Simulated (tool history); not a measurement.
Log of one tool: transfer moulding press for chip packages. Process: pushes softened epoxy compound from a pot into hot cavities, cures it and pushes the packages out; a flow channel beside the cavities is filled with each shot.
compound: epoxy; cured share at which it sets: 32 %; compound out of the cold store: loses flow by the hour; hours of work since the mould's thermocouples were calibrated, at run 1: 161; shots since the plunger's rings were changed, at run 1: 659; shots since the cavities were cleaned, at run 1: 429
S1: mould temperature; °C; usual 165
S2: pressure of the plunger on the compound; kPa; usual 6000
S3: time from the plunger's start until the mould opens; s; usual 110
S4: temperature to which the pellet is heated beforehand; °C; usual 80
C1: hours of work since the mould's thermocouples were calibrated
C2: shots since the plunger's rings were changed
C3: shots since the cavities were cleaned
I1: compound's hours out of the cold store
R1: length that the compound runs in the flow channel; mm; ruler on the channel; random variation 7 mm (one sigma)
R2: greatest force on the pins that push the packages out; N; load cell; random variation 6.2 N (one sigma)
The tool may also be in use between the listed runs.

run	hour	S1	S2	S3	S4	C1	C2	C3	I1	R1	R2
1	0.0	165	6000	110	80	161	659	429	30.8	829	344
# hour 5.8: cavities cleaned with cleaning compound and waxed
2	13.6	165	6000	110	80	167	767	70	34.4	803	412
3	25.3	165	6000	110	80	173	870	173	42.5	759	401
4	35.0	165	4910	110	80	178	956	259	36.7	729	429
5	48.9	165	4910	110	90	185	1079	382	46.0	684	415
# hour 60.0: cavities cleaned with cleaning compound and waxed
6	62.0	163	4910	110	90	191	1182	18	44.3	687	280
7	78.6	163	4910	110	90	199	1330	166	15.8	813	357
8	89.4	163	4910	110	90	205	1425	261	19.3	802	387
9	100.3	165	6000	110	80	210	1522	358	11.0	916	382
10	111.4	165	6000	110	80	216	1620	456	23.3	864	391
# hour 114.5: cavities cleaned with cleaning compound and waxed
# hour 117.3: cavities cleaned with cleaning compound and waxed, once more
11	134.8	165	6000	110	80	226	1801	155	44.3	740	297
12	151.2	165	4610	110	80	234	1946	300	31.0	714	341
13	165.4	165	4610	110	80	241	2072	426	36.2	681	379
# hour 171.1: cavities cleaned with cleaning compound and waxed
14	184.3	165	4610	110	80	250	2226	116	35.8	689	285
15	204.2	165	7380	110	80	260	2403	293	36.5	848	336
16	222.0	159	6180	114	87	269	2560	450	39.0	800	475
# hour 224.7: cavities cleaned with cleaning compound and waxed
17	237.9	159	6180	114	87	276	2688	117	35.2	815	377
18	257.5	165	6930	108	80	286	2862	291	29.2	878	360
19	268.5	165	6930	119	80	291	2960	389	24.3	894	326
# hour 279.6: cavities cleaned with cleaning compound and waxed
20	280.3	165	6930	119	80	296	3051	6	37.3	832	226
21	298.1	165	6930	124	77	305	3208	163	13.7	970	266
# hour 314.3: mould's thermocouples calibrated
22	314.9	165	6930	124	77	0	3340	295	24.0	887	286
23	323.9	168	5200	105	70	5	3419	374	19.0	791	342
24	332.4	171	5030	139	73	9	3495	450	29.4	728	291
# hour 335.7: cavities cleaned with cleaning compound and waxed
25	346.2	165	5640	110	80	15	3604	93	28.0	769	274
26	360.3	165	5640	110	80	22	3729	218	24.7	796	315
# hour 371.2: plunger's sealing rings changed
27	377.8	166	6430	102	83	30	58	350	22.9	900	369
# hour 392.3: cavities cleaned with cleaning compound and waxed
28	394.8	165	5950	110	90	38	197	23	30.7	837	249
29	415.0	165	5950	110	90	48	375	201	41.9	775	311

Some steps in R1 between neighbouring runs. How much of each would the tool show without its hidden state too (settings, what came in, random variation), and how much is left for the hidden state, with any gauge scatter that isn't in both results?
The hidden state here: true mould temperature over the reading, C; pressure that reaches the compound, % of what is set; grip of the stained cavities, % over clean ones'; drift of the gauge itself on flow_mm, %; drift of the gauge itself on push_out_n, %.
Run 14 -> 15: S2 4610 -> 7380. R1 +159 mm: hidden state -7, all else +166.
Run 20 -> 21: S3 119 -> 124, S4 80 -> 77. R1 +138 mm: hidden state -8, all else +146.
Run 26 -> 27: S1 165 -> 166, S2 5640 -> 6430, S3 110 -> 102, S4 80 -> 83, plunger's sealing rings changed. R1 +104 mm: hidden state +42, all else +62.
